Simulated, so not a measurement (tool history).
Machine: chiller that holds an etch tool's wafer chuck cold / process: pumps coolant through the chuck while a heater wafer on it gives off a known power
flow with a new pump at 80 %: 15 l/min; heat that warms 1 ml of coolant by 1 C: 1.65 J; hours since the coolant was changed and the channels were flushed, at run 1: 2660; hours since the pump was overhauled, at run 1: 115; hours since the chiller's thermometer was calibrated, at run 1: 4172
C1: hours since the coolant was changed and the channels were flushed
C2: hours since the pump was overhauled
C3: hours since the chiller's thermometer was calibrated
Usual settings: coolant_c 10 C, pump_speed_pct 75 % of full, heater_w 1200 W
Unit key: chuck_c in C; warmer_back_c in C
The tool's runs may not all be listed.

{"run": 1, "day": 0.0, "coolant_c": 10, "pump_speed_pct": 75, "heater_w": 1200, "C1": 2660, "C2": 115, "C3": 4172, "chuck_c": 18.7, "warmer_back_c": 3.09}
{"run": 2, "day": 4.538, "coolant_c": 10, "pump_speed_pct": 75, "heater_w": 1200, "C1": 2769, "C2": 224, "C3": 4281, "chuck_c": 18.7, "warmer_back_c": 3.05}
{"run": 3, "day": 7.771, "coolant_c": 10, "pump_speed_pct": 75, "heater_w": 1200, "C1": 2847, "C2": 301, "C3": 4359, "chuck_c": 18.7, "warmer_back_c": 3.12}
{"run": 4, "day": 11.85, "coolant_c": 10, "pump_speed_pct": 75, "heater_w": 1200, "C1": 2945, "C2": 399, "C3": 4457, "chuck_c": 18.8, "warmer_back_c": 3.13}
{"run": 5, "day": 15.446, "coolant_c": 10, "pump_speed_pct": 75, "heater_w": 1200, "C1": 3031, "C2": 485, "C3": 4543, "chuck_c": 18.8, "warmer_back_c": 3.1}
{"run": 6, "day": 18.796, "coolant_c": 10, "pump_speed_pct": 75, "heater_w": 1200, "C1": 3111, "C2": 566, "C3": 4623, "chuck_c": 18.6, "warmer_back_c": 3.08}
{"run": 7, "day": 21.767, "coolant_c": 10, "pump_speed_pct": 75, "heater_w": 1200, "C1": 3183, "C2": 637, "C3": 4695, "chuck_c": 18.7, "warmer_back_c": 3.05}
{"run": 8, "day": 26.475, "coolant_c": 10, "pump_speed_pct": 75, "heater_w": 1200, "C1": 3296, "C2": 750, "C3": 4808, "chuck_c": 18.7, "warmer_back_c": 3.14}
{"day": 28.233, "done": "chiller's thermometer calibrated"}
{"run": 9, "day": 29.892, "coolant_c": 10, "pump_speed_pct": 75, "heater_w": 1200, "C1": 3377, "C2": 831, "C3": 40, "chuck_c": 18.5, "warmer_back_c": 3.15}
{"run": 10, "day": 36.304, "coolant_c": 8, "pump_speed_pct": 75, "heater_w": 1200, "C1": 3531, "C2": 985, "C3": 194, "chuck_c": 16.6, "warmer_back_c": 3.14}
{"run": 11, "day": 42.962, "coolant_c": 8, "pump_speed_pct": 75, "heater_w": 1200, "C1": 3690, "C2": 1145, "C3": 354, "chuck_c": 16.7, "warmer_back_c": 3.14}
{"run": 12, "day": 47.475, "coolant_c": 10, "pump_speed_pct": 75, "heater_w": 1200, "C1": 3799, "C2": 1253, "C3": 462, "chuck_c": 18.8, "warmer_back_c": 3.16}
{"run": 13, "day": 53.871, "coolant_c": 11, "pump_speed_pct": 75, "heater_w": 1200, "C1": 3952, "C2": 1407, "C3": 615, "chuck_c": 19.8, "warmer_back_c": 3.13}
{"run": 14, "day": 59.142, "coolant_c": 10, "pump_speed_pct": 75, "heater_w": 1200, "C1": 4079, "C2": 1533, "C3": 742, "chuck_c": 18.9, "warmer_back_c": 3.09}
{"run": 15, "day": 64.146, "coolant_c": 10, "pump_speed_pct": 85, "heater_w": 1200, "C1": 4199, "C2": 1653, "C3": 862, "chuck_c": 18.1, "warmer_back_c": 2.71}
{"run": 16, "day": 67.979, "coolant_c": 10, "pump_speed_pct": 85, "heater_w": 1200, "C1": 4291, "C2": 1745, "C3": 954, "chuck_c": 18.2, "warmer_back_c": 2.7}
{"run": 17, "day": 74.05, "coolant_c": 10, "pump_speed_pct": 79, "heater_w": 973, "C1": 4436, "C2": 1891, "C3": 1100, "chuck_c": 17.0, "warmer_back_c": 2.41}
{"run": 18, "day": 78.062, "coolant_c": 18, "pump_speed_pct": 97, "heater_w": 1351, "C1": 4533, "C2": 1987, "C3": 1196, "chuck_c": 26.3, "warmer_back_c": 2.68}
{"run": 19, "day": 80.8, "coolant_c": 1, "pump_speed_pct": 75, "heater_w": 1200, "C1": 4598, "C2": 2053, "C3": 1262, "chuck_c": 10.1, "warmer_back_c": 3.15}
{"run": 20, "day": 85.858, "coolant_c": 1, "pump_speed_pct": 75, "heater_w": 1200, "C1": 4720, "C2": 2174, "C3": 1383, "chuck_c": 10.3, "warmer_back_c": 3.15}
{"run": 21, "day": 90.142, "coolant_c": 10, "pump_speed_pct": 75, "heater_w": 1425, "C1": 4823, "C2": 2277, "C3": 1486, "chuck_c": 20.6, "warmer_back_c": 3.72}
{"run": 22, "day": 96.079, "coolant_c": 18, "pump_speed_pct": 84, "heater_w": 1721, "C1": 4965, "C2": 2420, "C3": 1628, "chuck_c": 30.0, "warmer_back_c": 4.04}
{"run": 23, "day": 100.529, "coolant_c": 1, "pump_speed_pct": 70, "heater_w": 1281, "C1": 5072, "C2": 2526, "C3": 1735, "chuck_c": 11.2, "warmer_back_c": 3.6}
{"run": 24, "day": 106.362, "coolant_c": 19, "pump_speed_pct": 85, "heater_w": 807, "C1": 5212, "C2": 2666, "C3": 1875, "chuck_c": 24.7, "warmer_back_c": 1.82}
{"run": 25, "day": 111.55, "coolant_c": 10, "pump_speed_pct": 66, "heater_w": 1364, "C1": 5336, "C2": 2791, "C3": 2000, "chuck_c": 21.4, "warmer_back_c": 4.17}
{"run": 26, "day": 114.562, "coolant_c": 7, "pump_speed_pct": 63, "heater_w": 1133, "C1": 5409, "C2": 2863, "C3": 2072, "chuck_c": 16.9, "warmer_back_c": 3.63}
{"run": 27, "day": 117.958, "coolant_c": 10, "pump_speed_pct": 62, "heater_w": 1200, "C1": 5490, "C2": 2945, "C3": 2153, "chuck_c": 20.8, "warmer_back_c": 3.94}
{"run": 28, "day": 124.55, "coolant_c": 15, "pump_speed_pct": 75, "heater_w": 1331, "C1": 5648, "C2": 3103, "C3": 2312, "chuck_c": 25.3, "warmer_back_c": 3.51}
{"run": 29, "day": 130.571, "coolant_c": 8, "pump_speed_pct": 75, "heater_w": 797, "C1": 5793, "C2": 3247, "C3": 2456, "chuck_c": 14.5, "warmer_back_c": 2.17}
{"run": 30, "day": 135.75, "coolant_c": 8, "pump_speed_pct": 97, "heater_w": 873, "C1": 5917, "C2": 3372, "C3": 2580, "chuck_c": 13.8, "warmer_back_c": 1.83}
{"run": 31, "day": 140.021, "coolant_c": 8, "pump_speed_pct": 97, "heater_w": 873, "C1": 6020, "C2": 3474, "C3": 2683, "chuck_c": 13.7, "warmer_back_c": 1.78}
{"run": 32, "day": 142.825, "coolant_c": 2, "pump_speed_pct": 96, "heater_w": 807, "C1": 6087, "C2": 3542, "C3": 2750, "chuck_c": 7.4, "warmer_back_c": 1.67}

Had the tool no unlogged condition, and each run kept its random variation, what would the results have been?
The tool's hidden condition here consists of: heat passed by the chuck's channels, % of clean ones'; flow at a given pump speed, % of a new pump's; coolant's true temperature over the reading, C; drift of the gauge itself on chuck_c, C; drift of the gauge itself on warmer_back_c, C.
run=1 chuck_c=18.1 warmer_back_c=3.13
run=2 chuck_c=18.1 warmer_back_c=3.08
run=3 chuck_c=18.1 warmer_back_c=3.14
run=4 chuck_c=18.2 warmer_back_c=3.15
run=5 chuck_c=18.1 warmer_back_c=3.12
run=6 chuck_c=17.9 warmer_back_c=3.10
run=7 chuck_c=18.0 warmer_back_c=3.07
run=8 chuck_c=18.0 warmer_back_c=3.15
run=9 chuck_c=17.9 warmer_back_c=3.16
run=10 chuck_c=15.9 warmer_back_c=3.15
run=11 chuck_c=16.0 warmer_back_c=3.13
run=12 chuck_c=18.1 warmer_back_c=3.15
run=13 chuck_c=19.0 warmer_back_c=3.12
run=14 chuck_c=18.1 warmer_back_c=3.08
run=15 chuck_c=17.3 warmer_back_c=2.69
run=16 chuck_c=17.3 warmer_back_c=2.68
run=17 chuck_c=16.2 warmer_back_c=2.39
run=18 chuck_c=25.4 warmer_back_c=2.65
run=19 chuck_c=9.1 warmer_back_c=3.11
run=20 chuck_c=9.3 warmer_back_c=3.12
run=21 chuck_c=19.4 warmer_back_c=3.67
run=22 chuck_c=28.5 warmer_back_c=3.98
run=23 chuck_c=9.9 warmer_back_c=3.54
run=24 chuck_c=23.9 warmer_back_c=1.78
run=25 chuck_c=19.9 warmer_back_c=4.09
run=26 chuck_c=15.6 warmer_back_c=3.56
run=27 chuck_c=19.4 warmer_back_c=3.86
run=28 chuck_c=23.8 warmer_back_c=3.42
run=29 chuck_c=13.5 warmer_back_c=2.12
run=30 chuck_c=12.8 warmer_back_c=1.79
run=31 chuck_c=12.7 warmer_back_c=1.73
run=32 chuck_c=6.5 warmer_back_c=1.63
